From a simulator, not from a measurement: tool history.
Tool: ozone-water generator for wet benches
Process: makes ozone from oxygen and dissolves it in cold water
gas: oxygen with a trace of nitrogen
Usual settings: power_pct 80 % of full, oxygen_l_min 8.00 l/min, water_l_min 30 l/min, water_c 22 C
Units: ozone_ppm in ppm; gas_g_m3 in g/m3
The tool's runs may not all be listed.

| run | hour | power_pct | oxygen_l_min | water_l_min | water_c | ozone_ppm | gas_g_m3 |
|---|---|---|---|---|---|---|---|
| 1 | 0.0 | 80 | 8.00 | 30 | 22 | 16.2 | 164.8 |
| 2 | 24.9 | 80 | 8.00 | 30 | 22 | 16.1 | 164.8 |
| 3 | 46.1 | 80 | 8.00 | 30 | 22 | 16.1 | 165.5 |
| 4 | 69.5 | 80 | 8.00 | 30 | 22 | 16.2 | 166.8 |
| 5 | 95.7 | 80 | 9.55 | 30 | 22 | 16.4 | 155.6 |
| 6 | 120.1 | 80 | 9.55 | 30 | 22 | 16.4 | 154.1 |
| 7 | 143.9 | 80 | 9.55 | 30 | 22 | 16.3 | 154.2 |
| 8 | 171.0 | 80 | 8.00 | 39 | 22 | 12.5 | 167.0 |
| 9 | 192.9 | 80 | 8.00 | 39 | 22 | 12.4 | 165.9 |
| 10 | 215.6 | 80 | 8.00 | 39 | 22 | 12.5 | 165.8 |
| 11 | 242.3 | 80 | 8.00 | 39 | 22 | 12.6 | 165.1 |
| 12 | 264.2 | 80 | 8.00 | 30 | 28 | 14.3 | 165.4 |
| 13 | 283.0 | 80 | 8.00 | 30 | 22 | 15.5 | 166.7 |
| 14 | 307.5 | 80 | 8.00 | 30 | 22 | 15.8 | 166.0 |
| 15 | 340.6 | 80 | 8.00 | 30 | 22 | 15.8 | 165.5 |
| 16 | 373.0 | 80 | 8.00 | 30 | 22 | 15.7 | 166.1 |
| 17 | 404.8 | 80 | 8.00 | 30 | 22 | 16.7 | 165.2 |
| 18 | 428.2 | 80 | 8.00 | 30 | 22 | 17.0 | 165.5 |
| 19 | 450.6 | 80 | 8.00 | 30 | 22 | 16.4 | 162.9 |
| 20 | 473.7 | 84 | 14.32 | 27 | 18 | 20.9 | 137.5 |
| 21 | 507.1 | 84 | 14.32 | 27 | 18 | 20.9 | 136.5 |
| 22 | 525.5 | 86 | 6.78 | 27 | 18 | 19.7 | 186.9 |
| 23 | 546.0 | 80 | 4.63 | 30 | 22 | 14.8 | 205.3 |
| 24 | 576.9 | 52 | 4.63 | 43 | 22 | 6.8 | 139.2 |
| 25 | 594.7 | 52 | 5.32 | 43 | 29 | 6.7 | 131.4 |
| 26 | 610.4 | 52 | 5.32 | 43 | 29 | 6.7 | 131.8 |
| 27 | 642.4 | 52 | 5.32 | 43 | 29 | 6.7 | 132.2 |
| 28 | 675.1 | 93 | 9.80 | 24 | 22 | 22.9 | 174.3 |
| 29 | 700.8 | 80 | 8.17 | 30 | 21 | 16.7 | 163.1 |
| 30 | 716.0 | 60 | 6.31 | 45 | 17 | 8.4 | 140.2 |
| 31 | 737.8 | 73 | 7.19 | 22 | 16 | 21.4 | 158.2 |
| 32 | 767.7 | 80 | 8.74 | 42 | 17 | 12.7 | 160.8 |
| 33 | 782.8 | 44 | 4.23 | 30 | 15 | 9.0 | 124.8 |

Not shown: 2 entries that the log had between the listed runs. Between which runs, and how does the tool's hidden state differ before and after?
Between runs 11 and 12: contactor cleaned (hour 248.0)
  yield of the discharge, % of new electrodes': 99.2 -> 99.1; contactor's efficiency, % of a clean one's: 93.2 -> 88.9
  measured less the result without the state, ozone_ppm: -0.6 -> -1.0 ppm; gas_g_m3: -1.5 -> -1.6 g/m3
Between runs 16 and 17: contactor cleaned, once more (hour 393.6)
  contactor's efficiency, % of a clean one's: 88.7 -> 99.1
  measured less the result without the state, ozone_ppm: -1.2 -> -0.2 ppm; gas_g_m3: -1.9 -> -1.9 g/m3
